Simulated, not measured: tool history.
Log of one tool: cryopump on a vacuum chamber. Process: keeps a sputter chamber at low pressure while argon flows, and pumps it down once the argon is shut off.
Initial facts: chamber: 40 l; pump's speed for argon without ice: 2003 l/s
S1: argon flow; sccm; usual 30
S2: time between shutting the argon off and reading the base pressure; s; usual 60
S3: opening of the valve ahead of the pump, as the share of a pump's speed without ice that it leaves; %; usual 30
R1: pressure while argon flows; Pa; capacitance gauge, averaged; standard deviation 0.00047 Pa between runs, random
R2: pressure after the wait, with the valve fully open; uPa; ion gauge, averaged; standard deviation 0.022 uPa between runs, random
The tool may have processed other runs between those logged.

| run | day | S1 | S2 | S3 | R1 | R2 |
|---|---|---|---|---|---|---|
| 1 | 0.000 | 30 | 60 | 30 | 0.0881 | 0.90 |
| 2 | 0.396 | 30 | 60 | 30 | 0.0877 | 0.93 |
| 3 | 0.850 | 30 | 60 | 30 | 0.0887 | 0.94 |
| 4 | 1.688 | 14 | 60 | 30 | 0.0415 | 0.89 |
| 5 | 2.167 | 14 | 60 | 30 | 0.0414 | 0.93 |
| 6 | 2.796 | 14 | 60 | 30 | 0.0419 | 0.95 |
| 7 | 3.200 | 30 | 174 | 30 | 0.0888 | 0.62 |
| 8 | 4.017 | 30 | 60 | 30 | 0.0886 | 1.00 |
| 9 | 4.379 | 30 | 60 | 30 | 0.0894 | 0.97 |
| 10 | 5.071 | 30 | 60 | 30 | 0.0901 | 0.97 |
| 11 | 5.458 | 30 | 284 | 19 | 0.1397 | 0.58 |
| 12 | 6.217 | 22 | 196 | 51 | 0.0399 | 0.71 |
| 13 | 6.862 | 13 | 278 | 18 | 0.0635 | 0.70 |
| 14 | 7.312 | 13 | 278 | 18 | 0.0638 | 0.68 |
| 15 | 8.067 | 13 | 278 | 18 | 0.0624 | 0.69 |
| 16 | 8.638 | 13 | 278 | 18 | 0.0637 | 0.65 |
| 17 | 9.079 | 13 | 278 | 18 | 0.0630 | 0.72 |
| 18 | 9.788 | 30 | 45 | 22 | 0.1201 | 1.18 |
| 19 | 10.800 | 30 | 45 | 17 | 0.1494 | 1.05 |
| 20 | 11.483 | 30 | 45 | 17 | 0.1496 | 1.13 |

Between the runs listed above, the log contained 1 entry, not reproduced here. Where in the sequence does each belong, and how does what the log doesn't record of the tool's condition differ from the listed run before to the listed run after?
From run 18 to run 19: pump warmed up, emptied and cooled again (day 10.533)
  pump's speed, % of a pump's without ice: 81.9 -> 99; leak into the chamber, uPa l/s: 1004 -> 1020
  the result without the hidden state subtracted from the measured one, R1: +0.0057 -> +0.0004 Pa; R2: +0.47 -> +0.36 uPa
